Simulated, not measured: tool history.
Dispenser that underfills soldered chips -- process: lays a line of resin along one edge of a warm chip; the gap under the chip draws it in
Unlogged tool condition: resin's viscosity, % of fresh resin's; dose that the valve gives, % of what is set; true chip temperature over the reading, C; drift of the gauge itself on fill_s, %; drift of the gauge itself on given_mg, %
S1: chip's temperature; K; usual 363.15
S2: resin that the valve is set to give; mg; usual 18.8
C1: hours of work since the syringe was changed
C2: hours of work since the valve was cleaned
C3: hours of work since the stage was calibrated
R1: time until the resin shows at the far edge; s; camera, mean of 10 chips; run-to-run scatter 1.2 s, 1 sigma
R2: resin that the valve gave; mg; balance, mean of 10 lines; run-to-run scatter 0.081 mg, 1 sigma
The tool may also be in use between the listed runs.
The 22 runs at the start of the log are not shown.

{"hour": 178.8, "done": "new syringe of resin"}
{"run": 23, "hour": 180.3, "S1": 360.15, "S2": 16.6, "C1": 1, "C2": 67, "C3": 348, "R1": 136.1, "R2": 15.42}
{"run": 24, "hour": 186.4, "S1": 368.15, "S2": 23.7, "C1": 5, "C2": 71, "C3": 352, "R1": 142.2, "R2": 22.01}
{"hour": 191.2, "done": "new syringe of resin"}
{"run": 25, "hour": 191.3, "S1": 350.15, "S2": 23.7, "C1": 0, "C2": 74, "C3": 355, "R1": 159.6, "R2": 21.99}
{"run": 26, "hour": 198.2, "S1": 375.15, "S2": 22.5, "C1": 5, "C2": 79, "C3": 360, "R1": 116.2, "R2": 20.69}
{"hour": 202.5, "done": "dispensing valve cleaned and set on the balance"}
{"hour": 204.2, "done": "new syringe of resin"}
{"run": 27, "hour": 209.2, "S1": 375.15, "S2": 22.5, "C1": 3, "C2": 4, "C3": 366, "R1": 99.9, "R2": 22.37}
{"run": 28, "hour": 215.1, "S1": 351.15, "S2": 20.6, "C1": 7, "C2": 8, "C3": 370, "R1": 290.3, "R2": 20.48}
{"hour": 216.8, "done": "new syringe of resin"}
{"run": 29, "hour": 219.9, "S1": 358.15, "S2": 20.7, "C1": 2, "C2": 11, "C3": 373, "R1": 146.6, "R2": 20.52}
{"hour": 228.8, "done": "new syringe of resin"}
{"run": 30, "hour": 228.8, "S1": 364.15, "S2": 20.3, "C1": 0, "C2": 17, "C3": 379, "R1": 106.1, "R2": 19.94}
{"run": 31, "hour": 234.0, "S1": 361.15, "S2": 21.1, "C1": 3, "C2": 20, "C3": 382, "R1": 153.7, "R2": 20.73}
{"hour": 241.1, "done": "new syringe of resin"}
{"run": 32, "hour": 245.0, "S1": 378.15, "S2": 21.2, "C1": 3, "C2": 27, "C3": 389, "R1": 87.9, "R2": 20.61}
{"run": 33, "hour": 249.3, "S1": 365.15, "S2": 19.9, "C1": 5, "C2": 30, "C3": 392, "R1": 161.9, "R2": 19.33}
{"hour": 253.5, "done": "new syringe of resin"}
{"run": 34, "hour": 258.1, "S1": 376.15, "S2": 24.2, "C1": 3, "C2": 36, "C3": 397, "R1": 98.1, "R2": 23.45}

Here are 5 independent what-if runs from the current tool condition. What would each one return?
{"hour": 265.3, "done": "new syringe of resin"}
{"run": "A", "hour": 267.4, "S1": 358.15, "S2": 20.0, "C1": 1, "C2": 42, "C3": 403, "R1": "?", "R2": "?"}
{"hour": 265.3, "done": "new syringe of resin"}
{"run": "B", "hour": 267.4, "S1": 370.15, "S2": 24.2, "C1": 1, "C2": 42, "C3": 403, "R1": "?", "R2": "?"}
{"hour": 265.3, "done": "new syringe of resin"}
{"run": "C", "hour": 267.4, "S1": 361.15, "S2": 18.6, "C1": 1, "C2": 42, "C3": 403, "R1": "?", "R2": "?"}
{"hour": 265.3, "done": "new syringe of resin"}
{"run": "D", "hour": 267.4, "S1": 363.15, "S2": 23.7, "C1": 1, "C2": 42, "C3": 403, "R1": "?", "R2": "?"}
{"hour": 265.3, "done": "new syringe of resin"}
{"run": "E", "hour": 267.4, "S1": 358.15, "S2": 19.2, "C1": 1, "C2": 42, "C3": 403, "R1": "?", "R2": "?"}

run=A R1=139.8 R2=19.26
run=B R1=98.9 R2=23.37
run=C R1=132.0 R2=17.95
run=D R1=120.1 R2=22.85
run=E R1=144.3 R2=18.54
With no hidden state in the tool, these same runs would have given:
run=A R1=129.7 R2=20.06
run=B R1=91.8 R2=24.34
run=C R1=122.1 R2=18.70
run=D R1=111.6 R2=23.80
run=E R1=133.7 R2=19.31
